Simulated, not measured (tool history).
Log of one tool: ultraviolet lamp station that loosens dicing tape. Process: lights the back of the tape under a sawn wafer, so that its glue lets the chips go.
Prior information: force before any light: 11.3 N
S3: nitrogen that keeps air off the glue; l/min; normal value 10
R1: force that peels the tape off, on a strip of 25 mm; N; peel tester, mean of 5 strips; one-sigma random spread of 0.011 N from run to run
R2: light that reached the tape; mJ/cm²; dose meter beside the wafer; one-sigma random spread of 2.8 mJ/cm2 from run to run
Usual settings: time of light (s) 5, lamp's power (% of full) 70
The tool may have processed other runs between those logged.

run 1 day=0 | time_of_light_(s)=5 lamp's_power_(%_of_full)=70 S3=10 | R1=0.483 R2=383
run 2 day=0.229 | time_of_light_(s)=5 lamp's_power_(%_of_full)=70 S3=10 | R1=0.494 R2=380
run 3 day=0.554 | time_of_light_(s)=5 lamp's_power_(%_of_full)=70 S3=7 | R1=0.62 R2=384
run 4 day=1.008 | time_of_light_(s)=5 lamp's_power_(%_of_full)=70 S3=4 | R1=1.119 R2=379
run 5 day=1.296 | time_of_light_(s)=5 lamp's_power_(%_of_full)=70 S3=10 | R1=0.484 R2=382
run 6 day=1.658 | time_of_light_(s)=5 lamp's_power_(%_of_full)=70 S3=10 | R1=0.479 R2=382
run 7 day=2.1 | time_of_light_(s)=5 lamp's_power_(%_of_full)=70 S3=10 | R1=0.463 R2=381
run 8 day=2.321 | time_of_light_(s)=5 lamp's_power_(%_of_full)=70 S3=10 | R1=0.499 R2=383
run 9 day=2.708 | time_of_light_(s)=5 lamp's_power_(%_of_full)=70 S3=10 | R1=0.49 R2=380
run 10 day=2.929 | time_of_light_(s)=5 lamp's_power_(%_of_full)=70 S3=10 | R1=0.486 R2=379
run 11 day=3.283 | time_of_light_(s)=5 lamp's_power_(%_of_full)=70 S3=10 | R1=0.491 R2=383
run 12 day=3.65 | time_of_light_(s)=5 lamp's_power_(%_of_full)=70 S3=15 | R1=0.355 R2=379
run 13 day=4.054 | time_of_light_(s)=5 lamp's_power_(%_of_full)=70 S3=15 | R1=0.353 R2=387
run 14 day=4.446 | time_of_light_(s)=2 lamp's_power_(%_of_full)=91 S3=4 | R1=3.271 R2=197
run 15 day=4.812 | time_of_light_(s)=2 lamp's_power_(%_of_full)=92 S3=4 | R1=3.136 R2=201
run 16 day=5.083 | time_of_light_(s)=8 lamp's_power_(%_of_full)=62 S3=7 | R1=0.29 R2=538
run 17 day=5.488 | time_of_light_(s)=8 lamp's_power_(%_of_full)=62 S3=7 | R1=0.31 R2=543
run 18 day=5.817 | time_of_light_(s)=9 lamp's_power_(%_of_full)=70 S3=6 | R1=0.225 R2=689
run 19 day=6.012 | time_of_light_(s)=3 lamp's_power_(%_of_full)=82 S3=16 | R1=0.764 R2=273
run 20 day=6.462 | time_of_light_(s)=3 lamp's_power_(%_of_full)=74 S3=10 | R1=1.354 R2=237
run 21 day=6.9 | time_of_light_(s)=4 lamp's_power_(%_of_full)=79 S3=6 | R1=0.958 R2=343
run 22 day=7.354 | time_of_light_(s)=6 lamp's_power_(%_of_full)=79 S3=6 | R1=0.376 R2=509

Run 23 comes next. What will it give?
run 23 day=7.65 | time_of_light_(s)=6 lamp's_power_(%_of_full)=79 S3=6 | R1=? R2=?

{"run 23": {"R1": 0.364, "R2": 516}}
The same run, on a tool lacking any hidden state, would have yielded R1 0.363 N, R2 517 mJ/cm².
